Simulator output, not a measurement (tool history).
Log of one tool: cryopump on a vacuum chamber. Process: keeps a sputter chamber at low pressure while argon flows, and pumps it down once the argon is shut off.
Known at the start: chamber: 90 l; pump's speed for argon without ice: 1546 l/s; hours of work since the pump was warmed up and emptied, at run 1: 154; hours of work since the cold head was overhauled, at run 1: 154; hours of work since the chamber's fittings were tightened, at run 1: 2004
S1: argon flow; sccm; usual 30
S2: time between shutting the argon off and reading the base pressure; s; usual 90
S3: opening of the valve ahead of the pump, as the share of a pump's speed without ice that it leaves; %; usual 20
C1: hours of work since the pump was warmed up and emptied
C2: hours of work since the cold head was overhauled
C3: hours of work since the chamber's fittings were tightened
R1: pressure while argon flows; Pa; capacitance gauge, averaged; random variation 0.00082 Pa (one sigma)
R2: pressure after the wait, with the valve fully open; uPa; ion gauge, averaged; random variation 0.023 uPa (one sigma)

run,hour,S1,S2,S3,C1,C2,C3,R1,R2
1,0,30,90,20,154,154,2004,0.1697,2.75
2,13.7,30,90,20,163,163,2013,0.1688,2.81
3,25.9,30,90,42,172,172,2022,0.0823,2.8
4,36.9,34,90,20,180,180,2029,0.1909,2.88
5,56.7,34,90,20,193,193,2043,0.1911,2.86
6,72,15,90,20,204,204,2054,0.0841,2.88
7,89.2,30,90,20,216,216,2066,0.1693,2.95
8,110.6,36,90,20,231,231,2081,0.2043,2.99
9,122.2,36,90,20,239,239,2089,0.2049,3.03
10,146.6,36,90,20,256,256,2106,0.2036,3.12
11,171.7,36,90,20,273,273,2123,0.2054,3.14
12,195.6,30,90,20,290,290,2140,0.1727,3.16
13,217.7,30,90,20,305,305,2155,0.1736,3.18
14,236.8,22,90,20,319,319,2169,0.1266,3.2
15,253.7,22,90,20,331,331,2180,0.1272,3.26
16,280.6,30,108,25,349,349,2199,0.1407,3.21
17,303.1,30,108,25,365,365,2215,0.1417,3.28
18,323.6,30,108,25,379,379,2229,0.141,3.32
19,336.9,30,108,25,388,388,2238,0.1422,3.39
20,351.5,30,108,25,399,399,2248,0.1427,3.43
21,376.8,30,69,49,416,416,2266,0.0788,3.63
# hour 386.3: leaking fittings of the chamber tightened, without venting
22,394.6,30,69,49,427,427,6,0.0792,0.98
23,421.5,30,69,49,446,446,25,0.0811,1.01

The same runs without the tool's hidden state, with the same run-to-run variation:
The hidden state here: pump's speed, % of a pump's without ice; cold plate's temperature, K; leak into the chamber, uPa l/s; drift of the gauge itself on working_pa, %; drift of the gauge itself on base_upa, %.
run,R1,R2
1,0.1657,0.72
2,0.1646,0.7
3,0.0778,0.71
4,0.1856,0.71
5,0.1854,0.7
6,0.0815,0.72
7,0.1637,0.71
8,0.197,0.72
9,0.1974,0.71
10,0.1955,0.76
11,0.1967,0.71
12,0.1649,0.72
13,0.1654,0.7
14,0.1203,0.69
15,0.1207,0.75
16,0.1312,0.61
17,0.1317,0.6
18,0.1306,0.64
19,0.1314,0.61
20,0.1315,0.64
21,0.0671,0.85
22,0.0671,0.86
23,0.0682,0.86
